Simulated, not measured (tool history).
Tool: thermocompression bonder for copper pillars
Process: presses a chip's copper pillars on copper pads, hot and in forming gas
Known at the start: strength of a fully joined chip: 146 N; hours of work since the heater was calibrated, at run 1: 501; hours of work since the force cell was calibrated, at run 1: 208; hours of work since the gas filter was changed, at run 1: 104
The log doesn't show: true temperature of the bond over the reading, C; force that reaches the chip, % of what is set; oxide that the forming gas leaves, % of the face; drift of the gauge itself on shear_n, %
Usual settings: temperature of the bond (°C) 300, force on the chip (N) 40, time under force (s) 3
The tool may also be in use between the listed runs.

run	day	temperature of the bond (°C)	force on the chip (N)	time under force (s)	hours of work since the heater was calibrated	hours of work since the force cell was calibrated	hours of work since the gas filter was changed	force that shears a chip off (N)
1	0	300	40	3	501	208	104	63.4
2	0.658	300	53	3	512	220	115	72.7
3	1.879	300	40	8	533	240	136	86.9
4	2.517	300	40	8	543	251	147	87.3
5	3.758	293	40	8	565	272	168	79.9
6	4.325	293	40	8	574	282	178	78.3
7	5.079	293	40	8	587	295	190	77.3
8	6.35	293	40	8	608	316	212	78.2
# day 6.858: forming gas filter changed
9	7.371	300	40	3	625	333	9	63.5
10	8.333	313	40	5	642	350	25	86.1
11	8.921	283	30	6	652	360	35	51.7
12	9.842	283	30	6	667	375	51	51.8
# day 9.975: force cell calibrated
13	10.562	283	30	6	679	10	62	51.2
14	11.396	315	40	3	693	24	76	75.1
15	12.196	316	40	3	706	38	89	74.6

Forecast run 16:
16	12.938	311	38	3	719	50	102	?

{"run 16": {"force that shears a chip off (N)": 66.5}}
Without the tool's hidden state the same run would have given force that shears a chip off (N) 79.7.
